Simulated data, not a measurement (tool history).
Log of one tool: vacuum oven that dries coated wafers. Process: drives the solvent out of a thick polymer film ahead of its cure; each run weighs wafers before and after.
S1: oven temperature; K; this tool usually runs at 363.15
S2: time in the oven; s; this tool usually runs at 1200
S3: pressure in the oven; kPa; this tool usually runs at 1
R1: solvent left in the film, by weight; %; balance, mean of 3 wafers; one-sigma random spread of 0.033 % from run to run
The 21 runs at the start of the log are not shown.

run    hour      S1    S2    S3    R1
 22  2154.8  376.15  1200  1.03  0.62
 23  2223.8  363.15   600     1   5.4
 24  2323.6  357.15  1080  1.02  4.12
 25  2456.6  363.15  1260  0.79  1.67
 26  2536.5  377.15  1740  2.07  0.81
 27  2598.4  377.15  1740  2.07  0.81
 28  2716.6  363.15  1740  2.07  1.66
 29  2827.2  349.15  1200  1.06  6.69
 30    2953  368.15  1200     3  1.98
 31  3024.3  369.15  1200  1.04   1.1
 32  3102.8  363.15   660     1   4.7

Alternative continuations, all from the tool just after run 32; predict every row:
  A  3218.4  363.15  1320  2.68   ?
  B  3218.4  352.15   660  3.76   ?
  C  3218.4  363.15  1200  1.88   ?
  D  3218.4  375.15  1980     1   ?

run    R1
  A  2.46
  B  10.4
  C  2.28
  D  0.61
Without the tool's unlogged condition, the same runs would have read:
run     R1
  A   2.13
  B  10.26
  C   1.96
  D    0.3
